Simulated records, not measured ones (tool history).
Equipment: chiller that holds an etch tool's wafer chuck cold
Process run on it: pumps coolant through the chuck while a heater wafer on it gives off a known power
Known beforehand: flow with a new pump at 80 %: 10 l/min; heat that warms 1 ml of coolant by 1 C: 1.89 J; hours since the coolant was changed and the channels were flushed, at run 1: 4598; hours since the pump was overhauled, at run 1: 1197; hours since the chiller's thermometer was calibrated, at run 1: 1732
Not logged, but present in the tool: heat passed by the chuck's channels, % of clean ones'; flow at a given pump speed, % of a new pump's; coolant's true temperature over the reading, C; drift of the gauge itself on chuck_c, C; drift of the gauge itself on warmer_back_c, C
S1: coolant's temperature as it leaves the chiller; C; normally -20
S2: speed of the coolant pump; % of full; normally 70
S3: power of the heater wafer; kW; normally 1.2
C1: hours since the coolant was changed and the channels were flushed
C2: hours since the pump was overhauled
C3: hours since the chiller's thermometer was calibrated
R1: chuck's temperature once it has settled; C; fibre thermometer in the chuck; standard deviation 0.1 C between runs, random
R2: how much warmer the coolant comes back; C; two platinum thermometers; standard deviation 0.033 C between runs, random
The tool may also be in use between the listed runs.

run 1 hour=0 | S1=-20 S2=70 S3=1.2 | C1=4598 C2=1197 C3=1732 | R1=-6.2 R2=4.59
run 2 hour=34 | S1=-20 S2=90 S3=1.2 | C1=4632 C2=1231 C3=1766 | R1=-9.3 R2=3.41
run 3 hour=73.1 | S1=-20 S2=90 S3=1.2 | C1=4671 C2=1270 C3=1805 | R1=-9.3 R2=3.44
run 4 hour=94.2 | S1=-20 S2=90 S3=1.2 | C1=4692 C2=1292 C3=1826 | R1=-9.4 R2=3.39
run 5 hour=136.5 | S1=-20 S2=90 S3=1.2 | C1=4734 C2=1334 C3=1868 | R1=-9.3 R2=3.44
run 6 hour=156 | S1=-20 S2=90 S3=1.2 | C1=4754 C2=1353 C3=1888 | R1=-9.3 R2=3.46
run 7 hour=184 | S1=-20 S2=70 S3=1.2 | C1=4782 C2=1381 C3=1916 | R1=-6 R2=4.61
run 8 hour=225.9 | S1=-20 S2=70 S3=1.2 | C1=4824 C2=1423 C3=1958 | R1=-6 R2=4.6
run 9 hour=254.9 | S1=-20 S2=70 S3=1.2 | C1=4853 C2=1452 C3=1987 | R1=-6.1 R2=4.58
run 10 hour=295.6 | S1=-20 S2=70 S3=1.2 | C1=4893 C2=1493 C3=2027 | R1=-5.9 R2=4.58
run 11 hour=338 | S1=-20 S2=70 S3=1.2 | C1=4936 C2=1535 C3=2070 | R1=-5.9 R2=4.57
run 12 hour=374.6 | S1=-20 S2=61 S3=1.2 | C1=4972 C2=1572 C3=2106 | R1=-3.8 R2=5.38
run 13 hour=418.3 | S1=-20 S2=61 S3=1.2 | C1=5016 C2=1616 C3=2150 | R1=-3.9 R2=5.4
run 14 hour=458.5 | S1=-20 S2=61 S3=1.2 | C1=5056 C2=1656 C3=2190 | R1=-3.8 R2=5.43
run 15 hour=491.5 | S1=-20 S2=61 S3=1.2 | C1=5089 C2=1689 C3=2223 | R1=-3.9 R2=5.35
run 16 hour=527.3 | S1=-20 S2=99 S3=1.2 | C1=5125 C2=1725 C3=2259 | R1=-10.1 R2=3.09
run 17 hour=545.1 | S1=-12 S2=99 S3=0.657 | C1=5143 C2=1742 C3=2277 | R1=-6.6 R2=1.73
run 18 hour=584.7 | S1=-12 S2=99 S3=0.657 | C1=5182 C2=1782 C3=2316 | R1=-6.5 R2=1.74

Estimate the outcome of run 19 from the log above:
run 19 hour=609.9 | S1=-20 S2=70 S3=1.09 | C1=5208 C2=1807 C3=2342 | R1=? R2=?

{"run 19": {"R1": -7, "R2": 4.14}}
With the hidden condition absent and the run-to-run variation left alone, this run would have shown R1 -8.4 C, R2 3.98 C.
